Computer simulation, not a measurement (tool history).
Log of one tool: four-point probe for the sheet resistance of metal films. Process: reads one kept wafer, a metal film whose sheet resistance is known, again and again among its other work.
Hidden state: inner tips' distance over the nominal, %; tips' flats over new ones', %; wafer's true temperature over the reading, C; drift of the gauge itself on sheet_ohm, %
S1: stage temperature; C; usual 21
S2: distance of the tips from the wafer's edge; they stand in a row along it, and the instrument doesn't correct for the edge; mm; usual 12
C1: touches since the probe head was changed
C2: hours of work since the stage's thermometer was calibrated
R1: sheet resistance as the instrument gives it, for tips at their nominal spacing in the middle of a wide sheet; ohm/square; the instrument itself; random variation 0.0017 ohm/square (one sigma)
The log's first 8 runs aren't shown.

run	hour	S1	S2	C1	C2	R1
9	204.5	25	12	7435	881	8.439676
10	226	21	10	8120	890	8.448731
11	249.5	21	10	8871	900	8.447724
12	272.9	21	10	9616	909	8.451168
13	294.8	21	10	10316	918	8.451836
14	310.6	21	10	10819	925	8.448837
15	339.6	21	10	11745	936	8.450261
16	353.3	21	10	12182	942	8.455035
17	366.8	21	5	12612	947	8.660713
18	393.9	21	31	13476	959	8.388298
19	408	21	31	13928	964	8.386402
20	431.8	21	31	14687	974	8.388542
21	456.5	33	12	15474	984	8.476593
22	472.2	33	12	15976	991	8.474985
23	489.2	34	12	16518	998	8.479673
24	511.4	21	22	17226	1007	8.397911
25	526.3	21	22	17701	1013	8.399567
26	557.3	22	20	18690	1025	8.405452
27	576.5	22	20	19303	1033	8.404487
28	597.9	22	20	19985	1042	8.405407
29	620	30	7	20692	1051	8.565177

Run 30 comes next. What will it give?
30	633.3	30	7	21116	1056	?

R1: 8.564806 ohm/square
Without the tool's hidden state the same run would have given R1 8.527056 ohm/square.
